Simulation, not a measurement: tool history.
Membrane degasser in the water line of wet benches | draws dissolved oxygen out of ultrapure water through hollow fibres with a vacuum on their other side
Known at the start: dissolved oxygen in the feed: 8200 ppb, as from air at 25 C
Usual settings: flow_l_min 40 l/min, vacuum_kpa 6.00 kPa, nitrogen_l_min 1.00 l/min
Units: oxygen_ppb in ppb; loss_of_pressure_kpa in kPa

run,hour,flow_l_min,vacuum_kpa,nitrogen_l_min,oxygen_ppb,loss_of_pressure_kpa
1,0.0,40,6.00,1.00,266.6,37.08
2,90.4,40,6.00,1.00,269.2,37.14
3,153.0,39,6.00,1.00,260.6,36.90
4,228.5,39,6.00,1.00,259.2,36.61
5,280.0,39,6.00,1.00,259.8,36.22
6,332.9,40,6.00,1.16,242.1,37.39
7,378.3,40,6.00,1.16,240.9,37.66
8,425.7,40,6.00,1.16,240.3,37.72
9,491.6,40,6.00,1.16,244.3,37.40
10,573.7,50,6.00,1.00,338.3,47.04
11,665.2,26,8.91,2.36,156.9,24.08
12,757.7,30,5.31,2.36,82.4,28.19
13,822.4,35,11.89,1.52,450.3,32.63
14,864.3,35,11.89,1.52,447.5,33.15
15,940.3,40,5.04,0.46,299.4,37.23
16,998.6,56,7.39,1.30,442.7,52.34

3 ways to go on from here, each from the tool as it stands after run 16. What would each give?
A,1068.2,33,7.39,1.59,?,?
B,1068.2,40,5.37,2.49,?,?
C,1068.2,36,9.64,2.38,?,?

run,oxygen_ppb,loss_of_pressure_kpa
A,213.5,31.10
B,127.6,37.66
C,252.1,33.69
Without the tool's hidden state the same runs would have given:
run,oxygen_ppb,loss_of_pressure_kpa
A,213.3,31.09
B,127.4,37.64
C,251.9,33.67

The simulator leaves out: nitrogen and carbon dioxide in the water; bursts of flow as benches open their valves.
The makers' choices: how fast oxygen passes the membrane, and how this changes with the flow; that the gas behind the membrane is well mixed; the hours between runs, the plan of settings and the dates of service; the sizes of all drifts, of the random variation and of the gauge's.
